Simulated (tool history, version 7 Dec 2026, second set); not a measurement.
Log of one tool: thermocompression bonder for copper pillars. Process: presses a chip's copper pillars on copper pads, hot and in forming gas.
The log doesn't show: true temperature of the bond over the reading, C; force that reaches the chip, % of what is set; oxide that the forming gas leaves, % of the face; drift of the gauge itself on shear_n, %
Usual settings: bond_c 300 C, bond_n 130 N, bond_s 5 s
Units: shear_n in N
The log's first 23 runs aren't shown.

run	hour	bond_c	bond_n	bond_s	hours of work since the heater was calibrated	hours of work since the force cell was calibrated	hours of work since the gas filter was changed	shear_n
24	295.2	271	79	5	489	89	84	28.2
25	306.2	310	164	10	494	94	89	95.7
26	319.6	293	94	13	501	101	96	64.9
27	338.1	293	94	13	510	110	104	65.3
28	346.7	277	130	5	514	114	109	52.7
29	357.5	277	188	4	519	119	114	66.7
30	367.7	296	86	6	524	124	119	47.1
31	380.4	296	86	6	530	130	125	47.1
32	393.2	302	130	4	537	137	131	64.3
33	409.1	281	130	3	544	144	139	45.3
34	419.3	310	130	5	549	149	144	74.1
35	430.3	297	190	4	555	155	149	80
36	440.8	316	132	12	560	160	154	91
37	457.2	326	132	12	568	168	162	92.6
38	471.7	326	132	12	575	175	169	94.1
39	490.8	326	132	12	584	184	179	93.1

Forecast each of these 5 alternatives for the next run:
A	506.9	309	153	6	592	192	186	?
B	506.9	318	172	11	592	192	186	?
C	506.9	300	182	12	592	192	186	?
D	506.9	326	138	12	592	192	186	?
E	506.9	303	153	7	592	192	186	?

run	shear_n
A	82.4
B	96.2
C	92
D	93.5
E	81.2
Without the tool's hidden state the same runs would have given:
run	shear_n
A	90.3
B	105.1
C	100.7
D	102.2
E	89.1

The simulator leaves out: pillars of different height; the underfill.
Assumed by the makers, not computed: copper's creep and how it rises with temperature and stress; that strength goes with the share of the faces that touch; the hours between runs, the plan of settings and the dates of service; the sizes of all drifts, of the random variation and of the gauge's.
